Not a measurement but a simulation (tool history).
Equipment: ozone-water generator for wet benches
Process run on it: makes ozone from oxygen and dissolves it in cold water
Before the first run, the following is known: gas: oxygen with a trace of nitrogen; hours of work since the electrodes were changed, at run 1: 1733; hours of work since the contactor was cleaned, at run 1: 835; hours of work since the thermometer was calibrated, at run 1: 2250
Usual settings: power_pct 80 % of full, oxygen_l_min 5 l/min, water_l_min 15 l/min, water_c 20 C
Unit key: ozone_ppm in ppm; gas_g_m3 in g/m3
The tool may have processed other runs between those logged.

run     day  power_pct  oxygen_l_min  water_l_min  water_c  hours of work since the electrodes were changed  hours of work since the contactor was cleaned  hours of work since the thermometer was calibrated  ozone_ppm  gas_g_m3
  1       0         80             5           15       20                                             1733                                            835                                                2250       24.2     180.8
  2   2.575         80             5           15       20                                             1773                                            876                                                2291       24.2     178.9
  3   7.004         80          6.23           15       20                                             1843                                            945                                                2360         23     156.8
  4   9.262         80             5           15       25                                             1878                                            981                                                2396       21.9     177.1
  5  12.688         80             5           17       25                                             1932                                           1034                                                2449       19.9     176.9
  6  15.996         80             5           15       20                                             1984                                           1086                                                2501       23.4       177
  7  20.333         80             5           15       27                                             2052                                           1154                                                2569       20.6     176.9
  8  23.475         80             5           15       27                                             2101                                           1204                                                2619       20.3     174.5
  9   25.75         80          6.34           13       27                                             2137                                           1239                                                2654       21.2       152
 10  28.175         80             5           15       18                                             2175                                           1277                                                2692         24     177.3
 11  31.888         80             5           15       18                                             2233                                           1336                                                2751       23.9     174.5
 12  34.558         80             5           15       18                                             2275                                           1377                                                2793         24     175.5
 13  37.325         80             5           15       18                                             2319                                           1421                                                2836       24.1     173.5
 14    42.3         80             5           10       20                                             2397                                           1499                                                2914       29.2     174.2
 15  44.425         80          3.09           15       28                                             2430                                           1532                                                2947       21.1     232.4

Forecast each of these 4 alternatives for the next run:
  A  47.054         80          3.09           15       13                                             2471                                           1574                                                2989          ?         ?
  B  47.054         62          4.79           15       15                                             2471                                           1574                                                2989          ?         ?
  C  47.054         80             5           15       20                                             2471                                           1574                                                2989          ?         ?
  D  47.054         60          3.97           15       28                                             2471                                           1574                                                2989          ?         ?

run  ozone_ppm  gas_g_m3
  A         26     235.8
  B       21.1     151.9
  C       22.7     174.5
  D       17.2     167.2
Stripped of hidden state, with their random variation kept, the same runs would have yielded:
run  ozone_ppm  gas_g_m3
  A         30     266.8
  B         24     168.7
  C       26.3     197.4
  D       19.5     185.2
